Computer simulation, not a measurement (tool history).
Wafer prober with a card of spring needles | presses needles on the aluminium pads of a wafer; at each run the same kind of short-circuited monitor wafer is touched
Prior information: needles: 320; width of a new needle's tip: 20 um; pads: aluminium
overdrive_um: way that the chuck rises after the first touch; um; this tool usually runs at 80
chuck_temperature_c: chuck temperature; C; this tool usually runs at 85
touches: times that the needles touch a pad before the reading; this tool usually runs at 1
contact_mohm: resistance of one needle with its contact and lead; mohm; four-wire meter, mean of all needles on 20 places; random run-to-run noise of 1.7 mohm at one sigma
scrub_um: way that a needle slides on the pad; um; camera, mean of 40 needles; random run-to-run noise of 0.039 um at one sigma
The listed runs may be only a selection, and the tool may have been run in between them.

run,day,overdrive_um,chuck_temperature_c,touches,contact_mohm,scrub_um
1,0.000,80,85,1,173,13.41
# day 1.050: tips cleaned on abrasive film
2,1.292,80,85,1,262,13.49
# day 2.042: tips cleaned on abrasive film
# day 3.154: tips cleaned on abrasive film
3,3.833,80,85,1,229,13.44
# day 4.300: tips cleaned on abrasive film
# day 5.325: tips cleaned on abrasive film
4,5.417,80,85,1,184,13.31
# day 6.288: tips cleaned on abrasive film
# day 7.246: tips cleaned on abrasive film
# day 8.233: tips cleaned on abrasive film
5,8.508,80,85,1,205,13.34
# day 9.208: tips cleaned on abrasive film
6,10.050,80,85,2,210,13.27
# day 10.288: tips cleaned on abrasive film
# day 11.112: tips cleaned on abrasive film, once more
# day 12.150: tips cleaned on abrasive film
7,12.996,80,85,2,213,13.25
# day 13.229: tips cleaned on abrasive film
# day 14.225: tips cleaned on abrasive film
8,14.583,80,85,2,196,13.24
# day 15.212: tips cleaned on abrasive film
# day 16.158: tips cleaned on abrasive film
9,16.958,80,85,1,237,13.13
# day 17.133: tips cleaned on abrasive film
# day 18.217: tips cleaned on abrasive film
10,18.721,70,85,1,248,11.51
# day 19.188: tips cleaned on abrasive film
# day 20.208: tips cleaned on abrasive film
# day 21.233: tips cleaned on abrasive film
11,21.233,80,51,1,169,13.08
# day 22.275: tips cleaned on abrasive film
# day 23.412: tips cleaned on abrasive film
# day 23.425: height of the first contact set anew
12,24.329,80,81,1,234,13.48
# day 24.567: tips cleaned on abrasive film
# day 25.546: tips cleaned on abrasive film
13,25.658,80,85,1,194,13.48
# day 26.496: tips cleaned on abrasive film
# day 27.529: tips cleaned on abrasive film
# day 28.554: tips cleaned on abrasive film
14,28.554,80,85,1,175,13.37
# day 29.550: tips cleaned on abrasive film
# day 30.512: tips cleaned on abrasive film
15,30.512,80,33,1,164,13.36
# day 31.504: tips cleaned on abrasive film
# day 32.492: tips cleaned on abrasive film
# day 33.492: tips cleaned on abrasive film
16,33.492,96,25,1,160,15.96
# day 34.488: tips cleaned on abrasive film
# day 35.454: tips cleaned on abrasive film
17,35.454,96,85,1,171,16.02
# day 36.508: tips cleaned on abrasive film
# day 37.483: tips cleaned on abrasive film
18,38.346,91,85,1,220,15.19
# day 38.529: tips cleaned on abrasive film
# day 39.612: tips cleaned on abrasive film
19,40.296,91,85,1,218,15.07
# day 40.725: tips cleaned on abrasive film
# day 41.688: tips cleaned on abrasive film
20,42.121,91,85,1,213,15.08
# day 42.679: tips cleaned on abrasive film
# day 43.721: tips cleaned on abrasive film
# day 44.688: tips cleaned on abrasive film
21,44.688,91,85,1,170,14.93
# day 45.688: tips cleaned on abrasive film
22,46.308,91,85,1,223,14.94
# day 46.779: tips cleaned on abrasive film
# day 47.733: tips cleaned on abrasive film
23,48.292,66,33,3,201,10.74
# day 48.675: tips cleaned on abrasive film
# day 49.754: tips cleaned on abrasive film
24,49.758,62,88,2,187,9.99
# day 50.546: height of the first contact set anew
# day 50.783: tips cleaned on abrasive film
25,51.542,62,88,2,242,10.45
# day 51.779: tips cleaned on abrasive film
# day 52.800: tips cleaned on abrasive film
26,52.871,62,88,2,197,10.41
# day 53.792: tips cleaned on abrasive film
# day 54.800: tips cleaned on abrasive film
27,55.258,62,88,2,231,10.34
# day 55.762: tips cleaned on abrasive film
# day 56.804: tips cleaned on abrasive film
28,57.375,80,91,1,233,13.38
# day 57.908: tips cleaned on abrasive film
# day 58.904: tips cleaned on abrasive film
29,59.762,69,29,1,277,11.54

What if the next run were any one of these 5? Each begins from the tool's condition after run 29:
# day 60.000: tips cleaned on abrasive film
# day 60.954: tips cleaned on abrasive film
A,61.092,67,29,2,?,?
# day 60.000: tips cleaned on abrasive film
# day 60.954: tips cleaned on abrasive film
B,61.092,74,107,1,?,?
# day 60.000: tips cleaned on abrasive film
# day 60.954: tips cleaned on abrasive film
C,61.092,68,111,3,?,?
# day 60.000: tips cleaned on abrasive film
# day 60.954: tips cleaned on abrasive film
D,61.092,72,55,2,?,?
# day 60.000: tips cleaned on abrasive film
# day 60.954: tips cleaned on abrasive film
E,61.092,91,48,1,?,?

run,contact_mohm,scrub_um
A,186,11.14
B,205,12.31
C,191,11.24
D,182,11.98
E,181,15.23
Take away the tool's hidden state, keep each run's random variation, and the runs would have read:
run,contact_mohm,scrub_um
A,160,11.36
B,174,12.53
C,175,11.46
D,160,12.20
E,159,15.45

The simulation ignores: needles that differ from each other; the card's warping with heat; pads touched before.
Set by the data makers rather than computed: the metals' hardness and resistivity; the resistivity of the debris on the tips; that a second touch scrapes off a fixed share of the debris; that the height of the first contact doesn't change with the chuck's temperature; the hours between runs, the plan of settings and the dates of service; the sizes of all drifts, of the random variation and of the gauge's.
